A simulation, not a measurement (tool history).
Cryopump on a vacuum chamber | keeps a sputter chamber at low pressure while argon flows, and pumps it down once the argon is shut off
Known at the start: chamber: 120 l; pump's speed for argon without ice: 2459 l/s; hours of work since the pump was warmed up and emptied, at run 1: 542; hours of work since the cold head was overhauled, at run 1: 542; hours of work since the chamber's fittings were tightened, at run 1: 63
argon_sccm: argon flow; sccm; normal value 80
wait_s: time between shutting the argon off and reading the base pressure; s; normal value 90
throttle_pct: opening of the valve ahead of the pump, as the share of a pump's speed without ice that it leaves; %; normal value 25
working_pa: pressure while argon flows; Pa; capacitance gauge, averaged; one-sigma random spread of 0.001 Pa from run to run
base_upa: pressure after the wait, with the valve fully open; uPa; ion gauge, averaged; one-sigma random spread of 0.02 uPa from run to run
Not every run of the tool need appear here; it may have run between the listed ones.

run    hour  argon_sccm  wait_s  throttle_pct  hours of work since the pump was warmed up and emptied  hours of work since the cold head was overhauled  hours of work since the chamber's fittings were tightened  working_pa  base_upa
  1     0.0          80      90            25                                                     542                                               542                                                         63      0.2386      0.40
       49.9  -- pump warmed up, emptied and cooled again
  2    56.1          80      90            25                                                       4                                               578                                                         99      0.2202      0.36
  3   105.8          80      90            25                                                      39                                               613                                                        134      0.2207      0.41
  4   200.2          80      90            25                                                     105                                               679                                                        200      0.2229      0.45
  5   272.4          80      90            35                                                     156                                               729                                                        250      0.1605      0.51
  6   326.5          44      90            25                                                     194                                               767                                                        288      0.1246      0.50
  7   408.5          44      90            25                                                     251                                               825                                                        345      0.1252      0.60
  8   489.0          44      90            25                                                     307                                               881                                                        402      0.1252      0.58
  9   562.6          44      90            25                                                     359                                               933                                                        453      0.1255      0.63
 10   644.8          44      90            25                                                     417                                               990                                                        511      0.1263      0.67
 11   713.9          80      90            27                                                     465                                              1038                                                        559      0.2155      0.73
 12   813.8          80      90            27                                                     535                                              1108                                                        629      0.2179      0.85
      874.0  -- pump warmed up, emptied and cooled again
 13   880.3          80      90            25                                                       4                                              1151                                                        672      0.2205      0.71
 14   943.7          80      90            25                                                      49                                              1196                                                        717      0.2218      0.75
 15  1043.8          80      90            25                                                     119                                              1266                                                        787      0.2227      0.77
 16  1086.7          80      90            25                                                     149                                              1296                                                        817      0.2249      0.85
 17  1141.3          36      90            25                                                     187                                              1334                                                        855      0.1014      0.86
 18  1230.0          36      90            25                                                     249                                              1396                                                        917      0.1016      0.93
 19  1275.2          80     100            28                                                     281                                              1428                                                        949      0.2059      0.97
 20  1344.2          80      34            36                                                     329                                              1476                                                        997      0.1617      1.32
 21  1394.7          80      64            25                                                     365                                              1512                                                       1033      0.2285      1.13
 22  1497.1          80      75            36                                                     436                                              1583                                                       1104      0.1627      1.16
 23  1560.9          80      75            36                                                     481                                              1628                                                       1149      0.1670      1.22
 24  1604.3          52     183            25                                                     511                                              1658                                                       1179      0.1529      1.13
 25  1668.8          52     183            25                                                     556                                              1703                                                       1224      0.1535      1.19
     1696.0  -- pump warmed up, emptied and cooled again
 26  1762.9         111     299            56                                                      47                                              1766                                                       1287      0.1389      0.97
 27  1851.0          45     299            17                                                     109                                              1828                                                       1349      0.1827      1.01
 28  1909.5         121     299            17                                                     149                                              1869                                                       1389      0.4934      1.07
 29  1951.8         121      61            36                                                     179                                              1898                                                       1419      0.2405      1.30
 30  2051.7          45      40            36                                                     249                                              1968                                                       1489      0.0901      1.53
 31  2124.7          41      40            25                                                     300                                              2019                                                       1540      0.1174      1.61
 32  2198.7         140      40            45                                                     352                                              2071                                                       1592      0.2307      1.60
 33  2258.0          40      25            25                                                     393                                              2113                                                       1633      0.1164      1.97

Entry by entry between the runs, the difference in hidden state between the last listed run before and the first listed run after:
In the gap between runs 1 and 2: pump warmed up, emptied and cooled again (hour 49.9)
  pump's speed, % of a pump's without ice: 76.3 -> 99.7; cold plate's temperature, K: 12.29 -> 12.31; leak into the chamber, uPa l/s: 416 -> 470
  measured value less the no-hidden-state value, working_pa: +0.0176 -> +0.0005 Pa; base_upa: +0.10 -> +0.07 uPa
In the gap between runs 12 and 13: pump warmed up, emptied and cooled again (hour 874.0)
  pump's speed, % of a pump's without ice: 79.7 -> 99.4; cold plate's temperature, K: 12.55 -> 12.57; leak into the chamber, uPa l/s: 1231 -> 1288
  measured value less the no-hidden-state value, working_pa: +0.0148 -> +0.0009 Pa; base_upa: +0.52 -> +0.42 uPa
In the gap between runs 25 and 26: pump warmed up, emptied and cooled again (hour 1696.0)
  pump's speed, % of a pump's without ice: 78.6 -> 98; cold plate's temperature, K: 12.83 -> 12.86; leak into the chamber, uPa l/s: 2078 -> 2165
  measured value less the no-hidden-state value, working_pa: +0.0105 -> +0.0029 Pa; base_upa: +0.97 -> +0.81 uPa

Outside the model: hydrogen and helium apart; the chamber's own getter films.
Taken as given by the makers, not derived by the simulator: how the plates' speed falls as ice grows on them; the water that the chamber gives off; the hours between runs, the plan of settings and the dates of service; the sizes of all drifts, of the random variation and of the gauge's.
